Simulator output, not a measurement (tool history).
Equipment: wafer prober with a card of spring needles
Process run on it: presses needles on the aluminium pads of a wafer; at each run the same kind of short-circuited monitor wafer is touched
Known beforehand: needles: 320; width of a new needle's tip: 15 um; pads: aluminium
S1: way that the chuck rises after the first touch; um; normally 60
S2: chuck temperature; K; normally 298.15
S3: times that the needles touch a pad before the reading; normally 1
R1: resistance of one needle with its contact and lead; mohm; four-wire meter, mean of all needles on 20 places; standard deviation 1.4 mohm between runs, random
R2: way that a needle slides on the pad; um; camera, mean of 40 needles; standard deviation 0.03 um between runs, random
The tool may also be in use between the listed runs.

run   hour  S1      S2  S3   R1     R2
  1    0.0  60  298.15   1  160   9.08
       6.1  -- tips cleaned on abrasive film
      14.4  -- tips cleaned on abrasive film
      16.3  -- height of the first contact set anew
  2   17.8  60  298.15   1  163   9.31
      22.9  -- tips cleaned on abrasive film
      31.4  -- tips cleaned on abrasive film
  3   36.3  60  298.15   1  173   9.31
      40.9  -- tips cleaned on abrasive film
      50.5  -- tips cleaned on abrasive film
  4   53.2  60  298.15   1  155   9.32
      59.7  -- tips cleaned on abrasive film
  5   64.4  60  298.15   1  176   9.31
      68.3  -- tips cleaned on abrasive film
      76.6  -- tips cleaned on abrasive film
  6   81.3  60  298.15   1  174   9.16
      85.4  -- tips cleaned on abrasive film
  7   89.9  60  298.15   2  153   9.26
      93.6  -- tips cleaned on abrasive film
     102.5  -- tips cleaned on abrasive film
  8  102.6  60  298.15   2  129   9.24
     112.0  -- tips cleaned on abrasive film
  9  114.4  57  298.15   1  157   8.75
     120.8  -- tips cleaned on abrasive film
     129.0  -- tips cleaned on abrasive film
 10  130.2  57  298.15   1  145   8.73
     137.9  -- tips cleaned on abrasive film
     146.4  -- tips cleaned on abrasive film
 11  148.7  57  298.15   1  156   8.74
     155.0  -- tips cleaned on abrasive film
 12  160.5  57  298.15   1  187   8.70
     163.5  -- tips cleaned on abrasive film
     171.5  -- tips cleaned on abrasive film
 13  176.3  50  298.15   1  193   7.59
     179.6  -- tips cleaned on abrasive film
     188.1  -- tips cleaned on abrasive film
 14  191.1  50  298.15   1  170   7.56
     197.2  -- tips cleaned on abrasive film
 15  201.9  50  298.15   1  208   7.56
     206.1  -- tips cleaned on abrasive film
     214.0  -- tips cleaned on abrasive film
 16  214.6  50  298.15   1  141   7.51
     219.0  -- height of the first contact set anew
     222.6  -- tips cleaned on abrasive film
 17  228.8  50  298.15   1  219   7.85
     231.8  -- tips cleaned on abrasive film
 18  237.4  48  341.15   2  189   7.43
     240.5  -- tips cleaned on abrasive film
     249.3  -- tips cleaned on abrasive film
 19  256.2  48  341.15   2  197   7.40
     257.5  -- tips cleaned on abrasive film
     266.5  -- tips cleaned on abrasive film
 20  266.5  48  341.15   2  140   7.36
     274.5  -- tips cleaned on abrasive film
 21  275.7  51  355.15   2  149   7.82
     283.3  -- tips cleaned on abrasive film
 22  285.5  51  355.15   2  160   7.80
     292.0  -- tips cleaned on abrasive film
 23  299.4  55  394.15   1  217   8.46
     300.8  -- tips cleaned on abrasive film
     309.5  -- tips cleaned on abrasive film
 24  314.6  55  394.15   1  203   8.43
     318.3  -- tips cleaned on abrasive film
 25  325.3  53  342.15   1  213   8.03
     326.8  -- tips cleaned on abrasive film
     335.3  -- tips cleaned on abrasive film
 26  342.9  68  342.15   3  149  10.37
     343.9  -- tips cleaned on abrasive film
     351.9  -- tips cleaned on abrasive film
 27  352.8  57  298.15   3  134   8.70
     360.0  -- tips cleaned on abrasive film
 28  363.5  55  357.15   1  185   8.34
     369.2  -- tips cleaned on abrasive film
 29  376.4  68  298.15   3  145  10.38
     378.1  -- tips cleaned on abrasive film
     386.9  -- tips cleaned on abrasive film
     395.7  -- tips cleaned on abrasive film
 30  395.7  60  298.15   3  125   9.04
     405.3  -- tips cleaned on abrasive film
 31  407.7  52  298.15   2  150   7.85

Here are 3 independent what-if runs from the current tool condition. What would each one return?
     413.7  -- tips cleaned on abrasive film
     420.7  -- height of the first contact set anew
     422.2  -- tips cleaned on abrasive film
  A  427.5  57  310.15   1   ?   ?
     413.7  -- tips cleaned on abrasive film
     420.7  -- height of the first contact set anew
     422.2  -- tips cleaned on abrasive film
  B  427.5  54  349.15   2   ?   ?
     413.7  -- tips cleaned on abrasive film
     420.7  -- height of the first contact set anew
     422.2  -- tips cleaned on abrasive film
  C  427.5  41  299.15   2   ?   ?

run   R1    R2
  A  192  8.81
  B  173  8.38
  C  200  6.33
Take away the tool's hidden state, keep each run's random variation, and the runs would have read:
run   R1    R2
  A  126  8.82
  B  132  8.39
  C  127  6.34
